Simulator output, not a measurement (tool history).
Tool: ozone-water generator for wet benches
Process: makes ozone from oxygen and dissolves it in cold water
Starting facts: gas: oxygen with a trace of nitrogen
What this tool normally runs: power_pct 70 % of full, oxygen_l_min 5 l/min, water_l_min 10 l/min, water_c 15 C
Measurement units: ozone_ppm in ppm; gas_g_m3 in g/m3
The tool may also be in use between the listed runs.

{"run": 1, "hour": 0.0, "power_pct": 70, "oxygen_l_min": 5, "water_l_min": 10, "water_c": 15, "ozone_ppm": 35.8, "gas_g_m3": 230.8}
{"run": 2, "hour": 65.1, "power_pct": 70, "oxygen_l_min": 5, "water_l_min": 10, "water_c": 15, "ozone_ppm": 35.3, "gas_g_m3": 232.3}
{"run": 3, "hour": 110.2, "power_pct": 70, "oxygen_l_min": 3.24, "water_l_min": 10, "water_c": 15, "ozone_ppm": 34.2, "gas_g_m3": 272.1}
{"run": 4, "hour": 186.1, "power_pct": 70, "oxygen_l_min": 5, "water_l_min": 10, "water_c": 15, "ozone_ppm": 35.6, "gas_g_m3": 232}
{"hour": 216.5, "done": "water thermometer calibrated"}
{"run": 5, "hour": 249.5, "power_pct": 70, "oxygen_l_min": 5.22, "water_l_min": 10, "water_c": 15, "ozone_ppm": 35.4, "gas_g_m3": 224.6}
{"run": 6, "hour": 300.0, "power_pct": 70, "oxygen_l_min": 5.22, "water_l_min": 10, "water_c": 15, "ozone_ppm": 35.6, "gas_g_m3": 227.5}
{"run": 7, "hour": 378.8, "power_pct": 70, "oxygen_l_min": 5.22, "water_l_min": 10, "water_c": 15, "ozone_ppm": 35.7, "gas_g_m3": 226.8}
{"run": 8, "hour": 448.4, "power_pct": 70, "oxygen_l_min": 5, "water_l_min": 6, "water_c": 15, "ozone_ppm": 48, "gas_g_m3": 227.2}
{"run": 9, "hour": 486.2, "power_pct": 70, "oxygen_l_min": 5, "water_l_min": 6, "water_c": 15, "ozone_ppm": 48.5, "gas_g_m3": 231.8}
{"run": 10, "hour": 538.9, "power_pct": 70, "oxygen_l_min": 5, "water_l_min": 6, "water_c": 15, "ozone_ppm": 48, "gas_g_m3": 229.4}
{"run": 11, "hour": 588.3, "power_pct": 70, "oxygen_l_min": 5, "water_l_min": 13, "water_c": 15, "ozone_ppm": 29, "gas_g_m3": 230.9}
{"run": 12, "hour": 645.7, "power_pct": 70, "oxygen_l_min": 5, "water_l_min": 13, "water_c": 15, "ozone_ppm": 28.7, "gas_g_m3": 228.9}
{"run": 13, "hour": 728.2, "power_pct": 70, "oxygen_l_min": 5, "water_l_min": 13, "water_c": 15, "ozone_ppm": 28.7, "gas_g_m3": 229.2}
{"run": 14, "hour": 787.8, "power_pct": 70, "oxygen_l_min": 5, "water_l_min": 12, "water_c": 15, "ozone_ppm": 30.7, "gas_g_m3": 228.2}
{"run": 15, "hour": 866.3, "power_pct": 70, "oxygen_l_min": 3.17, "water_l_min": 10, "water_c": 15, "ozone_ppm": 33.5, "gas_g_m3": 270.1}
{"run": 16, "hour": 912.4, "power_pct": 70, "oxygen_l_min": 3.17, "water_l_min": 10, "water_c": 15, "ozone_ppm": 33.4, "gas_g_m3": 272.1}
{"run": 17, "hour": 990.0, "power_pct": 62, "oxygen_l_min": 5.26, "water_l_min": 6, "water_c": 7, "ozone_ppm": 51, "gas_g_m3": 203.3}
{"run": 18, "hour": 1029.3, "power_pct": 62, "oxygen_l_min": 5.26, "water_l_min": 8, "water_c": 7, "ozone_ppm": 43.3, "gas_g_m3": 202.2}
{"run": 19, "hour": 1112.3, "power_pct": 70, "oxygen_l_min": 3.57, "water_l_min": 10, "water_c": 12, "ozone_ppm": 35.9, "gas_g_m3": 258.4}
{"run": 20, "hour": 1164.4, "power_pct": 70, "oxygen_l_min": 3.57, "water_l_min": 10, "water_c": 12, "ozone_ppm": 36, "gas_g_m3": 259.2}
{"run": 21, "hour": 1246.5, "power_pct": 70, "oxygen_l_min": 3.57, "water_l_min": 10, "water_c": 12, "ozone_ppm": 35.5, "gas_g_m3": 258}
{"run": 22, "hour": 1294.3, "power_pct": 70, "oxygen_l_min": 4.45, "water_l_min": 10, "water_c": 12, "ozone_ppm": 36.5, "gas_g_m3": 237.4}
{"run": 23, "hour": 1340.3, "power_pct": 70, "oxygen_l_min": 4.91, "water_l_min": 10, "water_c": 16, "ozone_ppm": 33.5, "gas_g_m3": 227.2}
{"run": 24, "hour": 1419.0, "power_pct": 82, "oxygen_l_min": 5, "water_l_min": 10, "water_c": 11, "ozone_ppm": 42.2, "gas_g_m3": 258}
{"run": 25, "hour": 1502.2, "power_pct": 51, "oxygen_l_min": 2.83, "water_l_min": 9, "water_c": 15, "ozone_ppm": 27.2, "gas_g_m3": 216.6}
{"run": 26, "hour": 1579.6, "power_pct": 51, "oxygen_l_min": 7.32, "water_l_min": 12, "water_c": 15, "ozone_ppm": 23.4, "gas_g_m3": 149.9}
{"run": 27, "hour": 1645.4, "power_pct": 70, "oxygen_l_min": 3.28, "water_l_min": 10, "water_c": 15, "ozone_ppm": 32.9, "gas_g_m3": 265}
{"run": 28, "hour": 1710.5, "power_pct": 70, "oxygen_l_min": 3.28, "water_l_min": 10, "water_c": 15, "ozone_ppm": 32.9, "gas_g_m3": 265.4}
{"run": 29, "hour": 1786.8, "power_pct": 70, "oxygen_l_min": 5, "water_l_min": 12, "water_c": 15, "ozone_ppm": 29.6, "gas_g_m3": 226.7}
{"run": 30, "hour": 1845.9, "power_pct": 70, "oxygen_l_min": 5, "water_l_min": 12, "water_c": 15, "ozone_ppm": 30.2, "gas_g_m3": 225.3}
{"run": 31, "hour": 1924.2, "power_pct": 70, "oxygen_l_min": 2.53, "water_l_min": 12, "water_c": 20, "ozone_ppm": 25.1, "gas_g_m3": 287.3}
{"run": 32, "hour": 1995.6, "power_pct": 70, "oxygen_l_min": 2.53, "water_l_min": 12, "water_c": 20, "ozone_ppm": 25, "gas_g_m3": 289.7}

How would selected steps in ozone_ppm from run to run divide? Give the signed amount a tool lacking its hidden state would still show from settings, what came in and random variation, and the signed amount left for the hidden state, including any gauge scatter that is not in both of the compared results.
The tool's hidden condition here consists of: yield of the discharge, % of new electrodes'; contactor's efficiency, % of a clean one's; true water temperature over the reading, C; drift of the gauge itself on ozone_ppm, %; drift of the gauge itself on gas_g_m3, %.
Run 10 -> 11: water_l_min 6 -> 13. ozone_ppm -19 ppm: hidden state +0.6, all else -19.6.
Run 16 -> 17: power_pct 70 -> 62, oxygen_l_min 3.17 -> 5.26, water_l_min 10 -> 6, water_c 15 -> 7. ozone_ppm +17.6 ppm: hidden state -0.7, all else +18.3.
Run 23 -> 24: power_pct 70 -> 82, oxygen_l_min 4.91 -> 5, water_c 16 -> 11. ozone_ppm +8.7 ppm: hidden state -1, all else +9.7.
Run 24 -> 25: power_pct 82 -> 51, oxygen_l_min 5 -> 2.83, water_l_min 10 -> 9, water_c 11 -> 15. ozone_ppm -15 ppm: hidden state +1.8, all else -16.8.
Run 26 -> 27: power_pct 51 -> 70, oxygen_l_min 7.32 -> 3.28, water_l_min 12 -> 10. ozone_ppm +9.5 ppm: hidden state -1, all else +10.5.

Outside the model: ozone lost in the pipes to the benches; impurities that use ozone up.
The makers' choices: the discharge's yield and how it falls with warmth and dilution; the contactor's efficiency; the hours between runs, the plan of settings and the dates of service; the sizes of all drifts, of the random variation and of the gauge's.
